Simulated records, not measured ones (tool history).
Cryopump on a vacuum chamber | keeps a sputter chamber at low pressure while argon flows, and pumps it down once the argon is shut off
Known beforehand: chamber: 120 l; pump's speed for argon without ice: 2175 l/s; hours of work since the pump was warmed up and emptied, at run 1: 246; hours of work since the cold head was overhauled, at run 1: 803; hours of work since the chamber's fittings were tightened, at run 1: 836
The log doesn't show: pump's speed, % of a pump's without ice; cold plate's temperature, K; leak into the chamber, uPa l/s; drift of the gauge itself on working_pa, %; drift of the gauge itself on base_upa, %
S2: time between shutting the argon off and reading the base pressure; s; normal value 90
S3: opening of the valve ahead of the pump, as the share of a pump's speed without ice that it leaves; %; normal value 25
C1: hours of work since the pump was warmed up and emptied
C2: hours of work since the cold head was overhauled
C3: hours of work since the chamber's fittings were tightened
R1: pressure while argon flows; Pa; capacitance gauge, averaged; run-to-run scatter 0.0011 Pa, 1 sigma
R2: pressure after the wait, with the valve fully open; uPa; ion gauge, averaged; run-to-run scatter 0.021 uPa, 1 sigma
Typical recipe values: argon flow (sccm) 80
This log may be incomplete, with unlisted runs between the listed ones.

Run 1, hour 0.0: usual settings; C1 246; C2 803; C3 836. Result: R1 0.2548 Pa, R2 0.76 uPa.
Run 2, hour 32.1: usual settings; C1 268; C2 825; C3 859. Result: R1 0.2548 Pa, R2 0.81 uPa.
Run 3, hour 61.6: usual settings; C1 289; C2 846; C3 879. Result: R1 0.2566 Pa, R2 0.82 uPa.
Run 4, hour 82.6: usual settings; C1 304; C2 861; C3 894. Result: R1 0.2548 Pa, R2 0.79 uPa.
Run 5, hour 112.5: usual settings but S2 152 s; C1 325; C2 882; C3 915. Result: R1 0.2558 Pa, R2 0.75 uPa.
Run 6, hour 147.5: usual settings but S2 152 s; C1 349; C2 906; C3 940. Result: R1 0.2566 Pa, R2 0.76 uPa.
Run 7, hour 186.8: usual settings but S2 152 s; C1 377; C2 934; C3 967. Result: R1 0.2571 Pa, R2 0.74 uPa.
Run 8, hour 215.0: usual settings but argon flow (sccm) 53; C1 397; C2 954; C3 987. Result: R1 0.1715 Pa, R2 0.90 uPa.
Run 9, hour 245.0: usual settings but argon flow (sccm) 53, S3 21 %; C1 418; C2 975; C3 1008. Result: R1 0.2030 Pa, R2 0.93 uPa.
Run 10, hour 282.1: usual settings but argon flow (sccm) 32, S2 42 s, S3 28 %; C1 444; C2 1001; C3 1034. Result: R1 0.0932 Pa, R2 1.17 uPa.
Run 11, hour 318.1: usual settings but argon flow (sccm) 32, S2 42 s, S3 28 %; C1 469; C2 1026; C3 1060. Result: R1 0.0927 Pa, R2 1.23 uPa.
Run 12, hour 353.3: usual settings but argon flow (sccm) 65, S2 23 s, S3 46 %; C1 494; C2 1051; C3 1084. Result: R1 0.1189 Pa, R2 1.66 uPa.
Run 13, hour 388.2: usual settings but argon flow (sccm) 33, S2 22 s, S3 26 %; C1 518; C2 1075; C3 1109. Result: R1 0.1037 Pa, R2 1.68 uPa.
Run 14, hour 426.1: usual settings but argon flow (sccm) 147, S2 42 s; C1 545; C2 1102; C3 1135. Result: R1 0.4830 Pa, R2 1.28 uPa.
At hour 442.7: pump warmed up, emptied and cooled again.
Run 15, hour 451.9: usual settings but argon flow (sccm) 147, S2 42 s; C1 7; C2 1116; C3 1150. Result: R1 0.4562 Pa, R2 1.15 uPa.

4 options for the next run, each taken on its own from the tool as it stands now. Forecast them:
Run A, hour 471.5: usual settings but argon flow (sccm) 147, S2 82 s; C1 20; C2 1130; C3 1164. Result: R1 ?, R2 ?.
Run B, hour 471.5: usual settings but argon flow (sccm) 104, S2 36 s, S3 45 %; C1 20; C2 1130; C3 1164. Result: R1 ?, R2 ?.
Run C, hour 471.5: usual settings but argon flow (sccm) 63, S2 85 s, S3 17 %; C1 20; C2 1130; C3 1164. Result: R1 ?, R2 ?.
Run D, hour 471.5: usual settings but S2 37 s; C1 20; C2 1130; C3 1164. Result: R1 ?, R2 ?.

run      R1    R2
  A  0.4618  0.91
  B  0.1814  1.28
  C  0.2892  0.87
  D  0.2503  1.24
Without the tool's unlogged condition, the same runs would have read:
run      R1    R2
  A  0.4594  0.42
  B  0.1798  0.78
  C  0.2882  0.39
  D  0.2490  0.75
